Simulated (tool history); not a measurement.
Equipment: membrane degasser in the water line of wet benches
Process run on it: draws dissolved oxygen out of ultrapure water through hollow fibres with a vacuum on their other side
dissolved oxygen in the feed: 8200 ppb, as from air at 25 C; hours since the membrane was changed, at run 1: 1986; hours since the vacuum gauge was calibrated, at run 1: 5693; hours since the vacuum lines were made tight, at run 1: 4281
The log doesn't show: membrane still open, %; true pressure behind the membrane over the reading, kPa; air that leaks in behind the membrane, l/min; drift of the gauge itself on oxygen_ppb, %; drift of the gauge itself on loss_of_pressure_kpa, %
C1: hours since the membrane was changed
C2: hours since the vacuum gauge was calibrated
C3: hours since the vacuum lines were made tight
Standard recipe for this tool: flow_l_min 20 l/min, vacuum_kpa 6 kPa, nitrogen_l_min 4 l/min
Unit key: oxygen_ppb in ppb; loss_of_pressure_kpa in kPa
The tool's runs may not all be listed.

{"run": 1, "day": 0.0, "flow_l_min": 20, "vacuum_kpa": 6, "nitrogen_l_min": 4, "C1": 1986, "C2": 5693, "C3": 4281, "oxygen_ppb": 164.5, "loss_of_pressure_kpa": 59.27}
{"run": 2, "day": 4.696, "flow_l_min": 17, "vacuum_kpa": 6, "nitrogen_l_min": 4, "C1": 2098, "C2": 5806, "C3": 4394, "oxygen_ppb": 121.3, "loss_of_pressure_kpa": 50.56}
{"run": 3, "day": 10.021, "flow_l_min": 17, "vacuum_kpa": 9.53, "nitrogen_l_min": 4, "C1": 2226, "C2": 5934, "C3": 4521, "oxygen_ppb": 156.3, "loss_of_pressure_kpa": 49.85}
{"run": 4, "day": 13.292, "flow_l_min": 20, "vacuum_kpa": 6, "nitrogen_l_min": 4, "C1": 2305, "C2": 6012, "C3": 4600, "oxygen_ppb": 165.5, "loss_of_pressure_kpa": 58.89}
{"run": 5, "day": 16.475, "flow_l_min": 20, "vacuum_kpa": 6, "nitrogen_l_min": 4, "C1": 2381, "C2": 6089, "C3": 4676, "oxygen_ppb": 163.3, "loss_of_pressure_kpa": 59.29}
{"run": 6, "day": 20.908, "flow_l_min": 17, "vacuum_kpa": 6, "nitrogen_l_min": 4, "C1": 2487, "C2": 6195, "C3": 4783, "oxygen_ppb": 121.6, "loss_of_pressure_kpa": 49.94}
{"run": 7, "day": 24.275, "flow_l_min": 20, "vacuum_kpa": 6, "nitrogen_l_min": 7.4, "C1": 2568, "C2": 6276, "C3": 4863, "oxygen_ppb": 148.4, "loss_of_pressure_kpa": 59.44}
{"run": 8, "day": 28.054, "flow_l_min": 20, "vacuum_kpa": 6, "nitrogen_l_min": 4, "C1": 2659, "C2": 6367, "C3": 4954, "oxygen_ppb": 165, "loss_of_pressure_kpa": 58.96}
{"run": 9, "day": 30.275, "flow_l_min": 20, "vacuum_kpa": 6, "nitrogen_l_min": 4, "C1": 2712, "C2": 6420, "C3": 5007, "oxygen_ppb": 164.8, "loss_of_pressure_kpa": 59.66}
{"run": 10, "day": 34.612, "flow_l_min": 20, "vacuum_kpa": 6, "nitrogen_l_min": 4, "C1": 2816, "C2": 6524, "C3": 5112, "oxygen_ppb": 160.9, "loss_of_pressure_kpa": 59.13}
{"run": 11, "day": 39.375, "flow_l_min": 20, "vacuum_kpa": 6, "nitrogen_l_min": 3.23, "C1": 2931, "C2": 6638, "C3": 5226, "oxygen_ppb": 175, "loss_of_pressure_kpa": 59.36}
{"run": 12, "day": 43.5, "flow_l_min": 20, "vacuum_kpa": 6, "nitrogen_l_min": 4, "C1": 3030, "C2": 6737, "C3": 5325, "oxygen_ppb": 160, "loss_of_pressure_kpa": 58.9}
{"day": 43.846, "done": "vacuum gauge calibrated"}
{"run": 13, "day": 47.017, "flow_l_min": 20, "vacuum_kpa": 6, "nitrogen_l_min": 4, "C1": 3114, "C2": 76, "C3": 5409, "oxygen_ppb": 167.9, "loss_of_pressure_kpa": 59.4}
{"run": 14, "day": 50.15, "flow_l_min": 20, "vacuum_kpa": 6, "nitrogen_l_min": 2.87, "C1": 3189, "C2": 151, "C3": 5484, "oxygen_ppb": 181.4, "loss_of_pressure_kpa": 59.09}
{"run": 15, "day": 53.517, "flow_l_min": 20, "vacuum_kpa": 6, "nitrogen_l_min": 4, "C1": 3269, "C2": 232, "C3": 5565, "oxygen_ppb": 167.3, "loss_of_pressure_kpa": 59.33}
{"run": 16, "day": 55.883, "flow_l_min": 20, "vacuum_kpa": 6, "nitrogen_l_min": 1.82, "C1": 3326, "C2": 289, "C3": 5622, "oxygen_ppb": 207.5, "loss_of_pressure_kpa": 59.36}
{"run": 17, "day": 59.104, "flow_l_min": 30, "vacuum_kpa": 5.56, "nitrogen_l_min": 6.24, "C1": 3404, "C2": 366, "C3": 5699, "oxygen_ppb": 304.9, "loss_of_pressure_kpa": 89.04}
{"run": 18, "day": 61.35, "flow_l_min": 17, "vacuum_kpa": 5.35, "nitrogen_l_min": 4, "C1": 3458, "C2": 420, "C3": 5753, "oxygen_ppb": 116.5, "loss_of_pressure_kpa": 50.41}
{"day": 64.717, "done": "vacuum gauge calibrated, once more"}
{"run": 19, "day": 64.717, "flow_l_min": 17, "vacuum_kpa": 5.35, "nitrogen_l_min": 4, "C1": 3538, "C2": 0, "C3": 5833, "oxygen_ppb": 112.8, "loss_of_pressure_kpa": 50.55}
{"run": 20, "day": 67.438, "flow_l_min": 17, "vacuum_kpa": 5.35, "nitrogen_l_min": 4, "C1": 3603, "C2": 65, "C3": 5898, "oxygen_ppb": 113.4, "loss_of_pressure_kpa": 50.3}
{"run": 21, "day": 70.496, "flow_l_min": 22, "vacuum_kpa": 5.41, "nitrogen_l_min": 4.3, "C1": 3676, "C2": 139, "C3": 5972, "oxygen_ppb": 185.1, "loss_of_pressure_kpa": 65.19}
{"run": 22, "day": 73.808, "flow_l_min": 18, "vacuum_kpa": 12.05, "nitrogen_l_min": 2.09, "C1": 3756, "C2": 218, "C3": 6051, "oxygen_ppb": 277.9, "loss_of_pressure_kpa": 53.33}
{"run": 23, "day": 76.312, "flow_l_min": 14, "vacuum_kpa": 14.16, "nitrogen_l_min": 3.41, "C1": 3816, "C2": 278, "C3": 6111, "oxygen_ppb": 166, "loss_of_pressure_kpa": 41.52}
{"run": 24, "day": 81.417, "flow_l_min": 20, "vacuum_kpa": 4.71, "nitrogen_l_min": 5.37, "C1": 3939, "C2": 401, "C3": 6234, "oxygen_ppb": 148, "loss_of_pressure_kpa": 59.22}
{"run": 25, "day": 83.829, "flow_l_min": 13, "vacuum_kpa": 4.71, "nitrogen_l_min": 4.7, "C1": 3996, "C2": 459, "C3": 6292, "oxygen_ppb": 59.4, "loss_of_pressure_kpa": 38.69}
{"run": 26, "day": 87.158, "flow_l_min": 20, "vacuum_kpa": 8.63, "nitrogen_l_min": 4, "C1": 4076, "C2": 539, "C3": 6372, "oxygen_ppb": 193.8, "loss_of_pressure_kpa": 58.93}
{"run": 27, "day": 90.221, "flow_l_min": 18, "vacuum_kpa": 8.63, "nitrogen_l_min": 2.2, "C1": 4150, "C2": 612, "C3": 6445, "oxygen_ppb": 206.7, "loss_of_pressure_kpa": 53.4}
{"run": 28, "day": 94.754, "flow_l_min": 18, "vacuum_kpa": 6, "nitrogen_l_min": 2.91, "C1": 4259, "C2": 721, "C3": 6554, "oxygen_ppb": 147.2, "loss_of_pressure_kpa": 53.66}
{"run": 29, "day": 97.825, "flow_l_min": 31, "vacuum_kpa": 13.7, "nitrogen_l_min": 4.7, "C1": 4332, "C2": 795, "C3": 6628, "oxygen_ppb": 445.5, "loss_of_pressure_kpa": 92.44}
{"run": 30, "day": 102.417, "flow_l_min": 31, "vacuum_kpa": 13.7, "nitrogen_l_min": 4.7, "C1": 4443, "C2": 905, "C3": 6738, "oxygen_ppb": 445.1, "loss_of_pressure_kpa": 91.86}
{"run": 31, "day": 107.683, "flow_l_min": 31, "vacuum_kpa": 13.7, "nitrogen_l_min": 3.66, "C1": 4569, "C2": 1031, "C3": 6864, "oxygen_ppb": 486.9, "loss_of_pressure_kpa": 92.01}
{"run": 32, "day": 111.325, "flow_l_min": 15, "vacuum_kpa": 5.54, "nitrogen_l_min": 4.07, "C1": 4656, "C2": 1119, "C3": 6952, "oxygen_ppb": 92.1, "loss_of_pressure_kpa": 44.61}

Hidden condition of the tool, last listed run before each entry between runs versus first listed run after:
Run 12 -> run 13: vacuum gauge calibrated (day 43.846)
  membrane still open, %: 99 -> 98.9; true pressure behind the membrane over the reading, kPa: 0.3 -> 0.37; air that leaks in behind the membrane, l/min: 0.0081 -> 0.0082
  measured minus no-state result, oxygen_ppb: +8.9 -> +10.3 ppb; loss_of_pressure_kpa: +0.61 -> +0.63 kPa
Run 18 -> run 19: vacuum gauge calibrated, once more (day 64.717)
  true pressure behind the membrane over the reading, kPa: 0.38 -> -0.02; air that leaks in behind the membrane, l/min: 0.0085 -> 0.0086
  measured minus no-state result, oxygen_ppb: +8.8 -> +4.9 ppb; loss_of_pressure_kpa: +0.6 -> +0.61 kPa
